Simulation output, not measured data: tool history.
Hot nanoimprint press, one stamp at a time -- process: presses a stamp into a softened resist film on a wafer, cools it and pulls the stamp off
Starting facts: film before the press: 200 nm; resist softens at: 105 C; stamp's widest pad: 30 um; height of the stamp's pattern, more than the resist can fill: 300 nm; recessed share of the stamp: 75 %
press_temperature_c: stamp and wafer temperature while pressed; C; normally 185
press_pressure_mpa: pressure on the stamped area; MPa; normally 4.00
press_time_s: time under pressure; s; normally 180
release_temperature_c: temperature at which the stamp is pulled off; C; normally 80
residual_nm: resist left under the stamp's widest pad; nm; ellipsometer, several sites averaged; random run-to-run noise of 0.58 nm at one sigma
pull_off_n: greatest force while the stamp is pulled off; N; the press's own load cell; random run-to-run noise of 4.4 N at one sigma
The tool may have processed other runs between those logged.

run   hour  press_temperature_c  press_pressure_mpa  press_time_s  release_temperature_c  residual_nm  pull_off_n
  1    0.0                  185                4.00           180                     80         98.5         293
  2   39.7                  185                4.00           180                     80         99.1         300
  3   77.7                  185                4.00           180                     80         98.2         317
  4  105.8                  185                4.00           180                     80         99.5         313
  5  150.7                  185                4.00           313                     80         84.3         327
  6  183.6                  185                4.00           313                     80         81.4         313
  7  217.3                  185                4.00           313                     80         79.4         322
  8  244.3                  185                4.00           313                     80         81.0         327
  9  303.4                  185                4.60           180                     80         87.4         230
 10  339.2                  185                4.60           180                     80         88.2         225
 11  378.4                  185                4.60           180                     80         87.4         233
 12  415.8                  185                2.59           180                     80        118.2         250
 13  438.8                  185                4.00           180                     80         95.2         246
 14  466.7                  185                4.00           335                     80         77.8         253
 15  503.1                  185                3.00           180                     80        110.5         264
 16  547.3                  192                4.02           138                     83         90.3         247
 17  571.9                  192                4.02           138                     83         90.8         252
 18  618.4                  192                3.96           138                     71         92.6         350
 19  655.5                  192                3.96           138                     71         91.1         371
 20  700.3                  185                4.00           180                     80         97.1         313
 21  730.6                  185                5.94           180                     70         78.9         399
 22  772.5                  185                5.94           180                     70         79.1         411
 23  794.9                  178                5.94           191                     82         90.4         299
 24  834.6                  182                5.65           249                     72         77.7         419
 25  885.3                  191                4.86           197                     75         75.1         250
 26  910.3                  179                6.11           338                     76         70.2         251
 27  934.6                  196                2.55           180                     80         97.3         215
 28  974.5                  196                2.55           180                     80         98.6         244
 29  996.7                  177                2.55           180                     67        137.6         332

Not shown: 5 entries that the log had between the listed runs. Between which runs, and how does the tool's hidden state differ before and after?
From run 5 to run 6: plate thermocouple calibrated (hour 166.6)
  true temperature over the reading, C: -1.71 -> 0.07; pressure that arrives at the usual setting, %: 94.94 -> 94.84; grip of the stamp's worn release coat, % over a new coat's: 43.3 -> 46.1
  measured result minus the result with no hidden state, residual_nm: +5.6 -> +2.3 nm; pull_off_n: +109 -> +99 N
From run 8 to run 9: stamp cleaned and given a new release coat (hour 273.6); press's hydraulic seals changed and the load cell set to zero (hour 284.7)
  true temperature over the reading, C: -0.09 -> -0.21; pressure that arrives at the usual setting, %: 94.62 -> 99.81; grip of the stamp's worn release coat, % over a new coat's: 52 -> 1.9
  measured result minus the result with no hidden state, residual_nm: +2.6 -> +0.6 nm; pull_off_n: +112 -> +6 N
From run 24 to run 25: stamp cleaned and given a new release coat (hour 877.7)
  true temperature over the reading, C: -1.57 -> -1.69; pressure that arrives at the usual setting, %: 97.84 -> 97.66; grip of the stamp's worn release coat, % over a new coat's: 50.7 -> 0.6
  measured result minus the result with no hidden state, residual_nm: +4.2 -> +3.8 nm; pull_off_n: +151 -> +12 N
From run 25 to run 26: plate thermocouple calibrated (hour 896.6)
  true temperature over the reading, C: -1.69 -> -0.08; pressure that arrives at the usual setting, %: 97.66 -> 97.58; grip of the stamp's worn release coat, % over a new coat's: 0.6 -> 2.6
  measured result minus the result with no hidden state, residual_nm: +3.8 -> +1.7 nm; pull_off_n: +12 -> +6 N
